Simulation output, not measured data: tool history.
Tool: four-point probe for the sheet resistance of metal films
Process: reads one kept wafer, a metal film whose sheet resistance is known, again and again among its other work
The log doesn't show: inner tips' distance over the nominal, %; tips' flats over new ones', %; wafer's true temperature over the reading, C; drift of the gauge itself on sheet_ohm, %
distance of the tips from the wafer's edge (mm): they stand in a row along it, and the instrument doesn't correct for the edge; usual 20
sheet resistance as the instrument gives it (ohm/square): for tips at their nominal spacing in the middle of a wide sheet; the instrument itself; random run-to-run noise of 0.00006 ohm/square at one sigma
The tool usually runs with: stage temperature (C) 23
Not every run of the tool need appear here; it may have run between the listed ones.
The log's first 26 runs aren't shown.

| run | day | stage temperature (C) | distance of the tips from the wafer's edge (mm) | touches since the probe head was changed | hours of work since the stage's thermometer was calibrated | sheet resistance as the instrument gives it (ohm/square) |
|---|---|---|---|---|---|---|
| 27 | 26.388 | 20 | 46 | 33138 | 426 | 0.297217 |
| 28 | 27.062 | 28 | 5 | 33536 | 435 | 0.299318 |
| 29 | 28.079 | 25 | 47 | 34138 | 448 | 0.297612 |
| 30 | 28.967 | 21 | 9 | 34662 | 460 | 0.297802 |
| 31 | 29.725 | 31 | 9 | 35108 | 470 | 0.298447 |
| 32 | 30.45 | 19 | 6 | 35537 | 479 | 0.298123 |
| 33 | 31.825 | 31 | 31 | 36350 | 497 | 0.297841 |
| 34 | 32.621 | 31 | 31 | 36820 | 508 | 0.29795 |
| 35 | 33.417 | 31 | 31 | 37290 | 518 | 0.297842 |
| 36 | 34.771 | 33 | 6 | 38090 | 536 | 0.299119 |
| 37 | 35.842 | 33 | 6 | 38724 | 550 | 0.299074 |
| 38 | 36.575 | 33 | 6 | 39156 | 559 | 0.299141 |
| 39 | 37.358 | 33 | 6 | 39620 | 570 | 0.299128 |
| 40 | 38.146 | 19 | 66 | 40083 | 580 | 0.29698 |
| 41 | 39.217 | 22 | 19 | 40716 | 594 | 0.297309 |
| 42 | 40.329 | 22 | 6 | 41374 | 608 | 0.29826 |
| 43 | 41.212 | 22 | 6 | 41896 | 620 | 0.298162 |
| 44 | 41.933 | 21 | 55 | 42322 | 629 | 0.297121 |

What if the next run were any one of these 3? Each begins from the tool's condition after run 44:
| A | 42.75 | 27 | 55 | 42805 | 640 | ? |
| B | 42.75 | 28 | 23 | 42805 | 640 | ? |
| C | 42.75 | 18 | 10 | 42805 | 640 | ? |

| run | sheet resistance as the instrument gives it (ohm/square) |
|---|---|
| A | 0.297461 |
| B | 0.297775 |
| C | 0.297246 |
With the hidden condition removed and each run's random variation left untouched, the same runs would have given:
| run | sheet resistance as the instrument gives it (ohm/square) |
|---|---|
| A | 0.299782 |
| B | 0.300098 |
| C | 0.299559 |
